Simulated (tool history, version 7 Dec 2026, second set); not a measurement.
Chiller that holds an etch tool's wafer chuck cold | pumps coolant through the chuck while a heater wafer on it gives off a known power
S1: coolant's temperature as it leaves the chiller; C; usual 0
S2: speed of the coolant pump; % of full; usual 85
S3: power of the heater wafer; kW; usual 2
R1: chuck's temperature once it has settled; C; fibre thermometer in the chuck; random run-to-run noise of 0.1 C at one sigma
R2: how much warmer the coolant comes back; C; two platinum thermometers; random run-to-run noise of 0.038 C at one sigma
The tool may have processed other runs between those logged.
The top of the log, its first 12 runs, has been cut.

run 13 day=53.367 | S1=0 S2=85 S3=2 | R1=15 R2=7.8
run 14 day=58.554 | S1=0 S2=85 S3=1.863 | R1=13.9 R2=7.2
run 15 day=64.871 | S1=0 S2=85 S3=1.863 | R1=13.9 R2=7.24
run 16 day=68.229 | S1=0 S2=83 S3=2 | R1=15.3 R2=7.93
run 17 day=72.171 | S1=0 S2=85 S3=1.456 | R1=10.8 R2=5.56
run 18 day=77.417 | S1=-9 S2=71 S3=1.993 | R1=8.1 R2=9.28
run 19 day=80.046 | S1=9 S2=82 S3=2 | R1=24.3 R2=8.09
run 20 day=84.562 | S1=-8 S2=82 S3=1.658 | R1=5 R2=6.68
-- day=88.029 chiller's thermometer calibrated
run 21 day=88.662 | S1=-8 S2=82 S3=1.658 | R1=4.8 R2=6.59
run 22 day=92.967 | S1=10 S2=85 S3=2 | R1=24.9 R2=7.7
run 23 day=99.208 | S1=10 S2=85 S3=2 | R1=25.4 R2=7.76
run 24 day=104.121 | S1=0 S2=85 S3=2 | R1=15.2 R2=7.67
run 25 day=108.308 | S1=-8 S2=96 S3=2 | R1=5.7 R2=6.76
run 26 day=111.533 | S1=-8 S2=96 S3=2 | R1=5.9 R2=6.78
run 27 day=115.462 | S1=-8 S2=96 S3=2 | R1=5.9 R2=6.72
run 28 day=121.158 | S1=-8 S2=96 S3=2 | R1=5.9 R2=6.74
run 29 day=127.438 | S1=-3 S2=98 S3=2.843 | R1=16.5 R2=9.37
-- day=131.817 gauge calibrated
run 30 day=132.508 | S1=-9 S2=76 S3=2.367 | R1=10.2 R2=10.47
run 31 day=136.629 | S1=6 S2=76 S3=1.965 | R1=22.1 R2=8.68
run 32 day=141.529 | S1=0 S2=83 S3=2.165 | R1=16.6 R2=8.78
run 33 day=146.812 | S1=7 S2=62 S3=1.345 | R1=19.7 R2=7.31

Branching from run 33: 3 alternative next runs. What would each branch give?
run A day=150.992 | S1=-6 S2=95 S3=1.584 | R1=? R2=?
run B day=150.992 | S1=0 S2=99 S3=1.876 | R1=? R2=?
run C day=150.992 | S1=0 S2=85 S3=1.062 | R1=? R2=?

run=A R1=5 R2=5.56
run=B R1=12.7 R2=6.34
run=C R1=8 R2=4.14
The same runs, with their run-to-run variation unchanged, on a tool lacking any hidden condition would have given:
run=A R1=4.9 R2=5.6
run=B R1=12.7 R2=6.38
run=C R1=7.9 R2=4.18

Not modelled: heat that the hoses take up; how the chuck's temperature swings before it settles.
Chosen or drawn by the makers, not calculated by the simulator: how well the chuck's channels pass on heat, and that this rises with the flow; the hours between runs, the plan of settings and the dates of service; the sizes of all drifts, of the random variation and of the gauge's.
